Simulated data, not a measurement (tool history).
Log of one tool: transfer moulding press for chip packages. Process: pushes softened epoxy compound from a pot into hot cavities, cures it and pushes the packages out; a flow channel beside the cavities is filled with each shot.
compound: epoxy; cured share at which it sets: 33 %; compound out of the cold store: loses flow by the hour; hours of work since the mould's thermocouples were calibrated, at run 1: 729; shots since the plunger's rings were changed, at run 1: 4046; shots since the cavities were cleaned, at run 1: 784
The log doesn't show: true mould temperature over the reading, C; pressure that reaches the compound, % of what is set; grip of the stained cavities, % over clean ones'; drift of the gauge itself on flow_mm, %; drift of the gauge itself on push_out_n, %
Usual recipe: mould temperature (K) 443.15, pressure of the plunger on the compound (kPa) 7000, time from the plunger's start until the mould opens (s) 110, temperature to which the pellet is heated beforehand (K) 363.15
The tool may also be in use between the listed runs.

| run | hour | mould temperature (K) | pressure of the plunger on the compound (kPa) | time from the plunger's start until the mould opens (s) | temperature to which the pellet is heated beforehand (K) | hours of work since the mould's thermocouples were calibrated | shots since the plunger's rings were changed | shots since the cavities were cleaned | incoming compound's hours out of the cold store | length that the compound runs in the flow channel (mm) | greatest force on the pins that push the packages out (N) |
|---|---|---|---|---|---|---|---|---|---|---|---|
| 1 | 0.0 | 443.15 | 7000 | 110 | 363.15 | 729 | 4046 | 784 | 20.8 | 711 | 878 |
|  | 27.5 | cavities cleaned with cleaning compound and waxed |
| 2 | 42.4 | 443.15 | 5300 | 110 | 363.15 | 752 | 4419 | 136 | 8.9 | 647 | 614 |
| 3 | 79.2 | 451.15 | 7000 | 110 | 363.15 | 772 | 4754 | 471 | 31.5 | 645 | 708 |
| 4 | 101.0 | 451.15 | 7000 | 110 | 363.15 | 784 | 4952 | 669 | 11.3 | 726 | 791 |
| 5 | 121.5 | 451.15 | 7000 | 110 | 363.15 | 796 | 5140 | 857 | 38.6 | 606 | 809 |
|  | 142.1 | cavities cleaned with cleaning compound and waxed |
| 6 | 150.5 | 440.15 | 7000 | 110 | 363.15 | 811 | 5390 | 76 | 44.5 | 611 | 562 |
|  | 175.4 | mould's thermocouples calibrated |
| 7 | 186.0 | 443.15 | 7000 | 110 | 363.15 | 6 | 5696 | 382 | 38.6 | 622 | 756 |
| 8 | 215.7 | 447.15 | 7000 | 110 | 363.15 | 23 | 5966 | 652 | 31.0 | 628 | 847 |
|  | 256.0 | cavities cleaned with cleaning compound and waxed |
| 9 | 258.1 | 443.15 | 7000 | 110 | 363.15 | 45 | 6339 | 19 | 15.4 | 704 | 439 |
| 10 | 278.9 | 443.15 | 7000 | 110 | 363.15 | 57 | 6529 | 209 | 47.9 | 573 | 661 |
| 11 | 315.3 | 443.15 | 7000 | 110 | 363.15 | 77 | 6860 | 540 | 27.6 | 647 | 807 |
|  | 331.7 | plunger's sealing rings changed |
| 12 | 346.2 | 443.15 | 7000 | 110 | 371.15 | 93 | 132 | 799 | 44.6 | 658 | 880 |
|  | 372.6 | cavities cleaned with cleaning compound and waxed |
| 13 | 391.5 | 450.15 | 7000 | 110 | 363.15 | 118 | 531 | 172 | 33.1 | 680 | 590 |
|  | 420.2 | mould's thermocouples calibrated, once more |
| 14 | 425.3 | 450.15 | 7000 | 110 | 363.15 | 3 | 822 | 463 | 29.0 | 686 | 765 |
| 15 | 448.3 | 450.15 | 7000 | 110 | 363.15 | 16 | 1031 | 672 | 35.7 | 674 | 801 |
| 16 | 471.0 | 450.15 | 7000 | 110 | 363.15 | 28 | 1237 | 878 | 25.9 | 708 | 835 |
|  | 488.1 | cavities cleaned with cleaning compound and waxed |
| 17 | 501.4 | 450.15 | 7000 | 110 | 363.15 | 45 | 1501 | 121 | 18.9 | 741 | 546 |
| 18 | 530.4 | 443.15 | 6800 | 110 | 369.15 | 61 | 1765 | 385 | 16.6 | 740 | 798 |
| 19 | 549.9 | 443.15 | 6800 | 110 | 369.15 | 72 | 1943 | 563 | 35.6 | 662 | 851 |
| 20 | 591.7 | 447.15 | 5630 | 112 | 363.15 | 95 | 2324 | 944 | 18.4 | 654 | 867 |
|  | 602.7 | cavities cleaned with cleaning compound and waxed |
| 21 | 632.9 | 443.15 | 5440 | 113 | 363.15 | 117 | 2686 | 275 | 28.4 | 609 | 681 |
| 22 | 669.5 | 443.15 | 5440 | 113 | 363.15 | 138 | 3020 | 609 | 34.8 | 583 | 816 |
| 23 | 706.0 | 436.15 | 6380 | 116 | 363.15 | 158 | 3353 | 942 | 33.0 | 652 | 1143 |
|  | 716.1 | cavities cleaned with cleaning compound and waxed |
| 24 | 736.7 | 449.15 | 8300 | 92 | 363.15 | 175 | 3618 | 187 | 17.8 | 763 | 657 |
| 25 | 771.3 | 449.15 | 8450 | 91 | 363.15 | 194 | 3934 | 503 | 32.8 | 700 | 778 |
| 26 | 815.2 | 443.15 | 7880 | 110 | 363.15 | 219 | 4334 | 903 | 8.5 | 801 | 949 |
|  | 829.6 | cavities cleaned with cleaning compound and waxed |
| 27 | 835.6 | 451.15 | 7380 | 131 | 370.15 | 229 | 4506 | 55 | 15.4 | 710 | 455 |

The logged runs with the hidden state left out (each run's random variation unchanged):
| run | length that the compound runs in the flow channel (mm) | greatest force on the pins that push the packages out (N) |
|---|---|---|
| 1 | 760 | 422 |
| 2 | 696 | 445 |
| 3 | 697 | 372 |
| 4 | 788 | 386 |
| 5 | 661 | 384 |
| 6 | 668 | 457 |
| 7 | 685 | 421 |
| 8 | 695 | 420 |
| 9 | 785 | 424 |
| 10 | 641 | 435 |
| 11 | 729 | 417 |
| 12 | 662 | 429 |
| 13 | 689 | 395 |
| 14 | 696 | 402 |
| 15 | 686 | 391 |
| 16 | 723 | 397 |
| 17 | 760 | 397 |
| 18 | 763 | 439 |
| 19 | 684 | 430 |
| 20 | 680 | 405 |
| 21 | 637 | 403 |
| 22 | 613 | 407 |
| 23 | 689 | 541 |
| 24 | 810 | 426 |
| 25 | 747 | 398 |
| 26 | 861 | 450 |
| 27 | 766 | 386 |
